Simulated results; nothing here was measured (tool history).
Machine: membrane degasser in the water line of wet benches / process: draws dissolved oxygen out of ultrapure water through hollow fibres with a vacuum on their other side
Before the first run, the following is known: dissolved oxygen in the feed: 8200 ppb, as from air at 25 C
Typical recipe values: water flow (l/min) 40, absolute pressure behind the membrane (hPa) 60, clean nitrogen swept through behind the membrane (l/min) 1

run    hour  water flow (l/min)  absolute pressure behind the membrane (hPa)  clean nitrogen swept through behind the membrane (l/min)  dissolved oxygen in the water behind the degasser (ppb)  pressure that the water loses in the fibres (hPa)
  1       0                  40                                           60                                                         1                                                    330.5                                              279.6
  2    95.7                  40                                           60                                                      1.03                                                    325.3                                              280.9
  3   252.4                  40                                           60                                                      0.41                                                    518.8                                              279.6
  4   408.8                  40                                           60                                                      1.65                                                    259.8                                              280.8
  5   517.7                  40                                           60                                                      1.65                                                    257.6                                              280.7
  6   613.5                  40                                           60                                                      1.65                                                      259                                              280.2
  7   726.6                  40                                           60                                                         1                                                    333.4                                              279.8
      748.2  -- vacuum gauge calibrated
  8   932.8                  34                                           60                                                      1.27                                                    233.5                                              238.9
  9  1164.4                  31                                           60                                                      1.27                                                      207                                              218.1
 10  1262.6                  31                                           60                                                      1.27                                                    205.7                                              218.5
 11    1362                  31                                           60                                                      1.27                                                      205                                              217.5

For run 12, what comes out?
 12  1539.3                  31                                        108.5                                                      2.51                                                        ?                                                  ?

dissolved oxygen in the water behind the degasser (ppb): 272.7
pressure that the water loses in the fibres (hPa): 218.1
Had the tool carried no hidden state, the very same run would have given dissolved oxygen in the water behind the degasser (ppb) 261, pressure that the water loses in the fibres (hPa) 213.4.
